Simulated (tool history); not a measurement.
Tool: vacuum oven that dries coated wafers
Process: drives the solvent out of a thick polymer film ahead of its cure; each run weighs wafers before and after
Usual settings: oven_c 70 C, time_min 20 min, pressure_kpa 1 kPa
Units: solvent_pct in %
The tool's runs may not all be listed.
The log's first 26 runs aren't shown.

| run | hour | oven_c | time_min | pressure_kpa | solvent_pct |
|---|---|---|---|---|---|
| 27 | 863.2 | 66 | 34 | 0.67 | 1.9 |
| 28 | 886.7 | 66 | 11 | 1.26 | 7.43 |
| 29 | 908 | 66 | 11 | 1.26 | 7.47 |
| 30 | 945.7 | 56 | 22 | 1.53 | 9.33 |
| 31 | 988.2 | 56 | 22 | 1.53 | 9.41 |
| 32 | 1032.6 | 70 | 19 | 0.72 | 2.66 |
| 33 | 1066.8 | 70 | 19 | 0.72 | 2.62 |
| 34 | 1112 | 75 | 12 | 2.05 | 4.29 |
| 35 | 1153.8 | 68 | 12 | 0.75 | 5.54 |
| 36 | 1197.5 | 68 | 12 | 0.75 | 5.59 |
| 37 | 1224.1 | 68 | 12 | 0.75 | 5.65 |
| 38 | 1250.8 | 68 | 12 | 0.75 | 5.63 |
| 39 | 1271.6 | 68 | 12 | 0.75 | 5.66 |
| 40 | 1302.7 | 69 | 25 | 2.25 | 4.54 |
| 41 | 1346.5 | 63 | 26 | 1.64 | 5.59 |
| 42 | 1394.2 | 63 | 26 | 1.64 | 5.58 |

Forecast each of these 3 alternatives for the next run:
| A | 1441.6 | 64 | 19 | 0.83 | ? |
| B | 1441.6 | 63 | 26 | 1.43 | ? |
| C | 1441.6 | 70 | 35 | 0.52 | ? |

| run | solvent_pct |
|---|---|
| A | 5.15 |
| B | 5.22 |
| C | 1.27 |
Without the tool's hidden state the same runs would have given:
| run | solvent_pct |
|---|---|
| A | 4.25 |
| B | 4.32 |
| C | 0.83 |
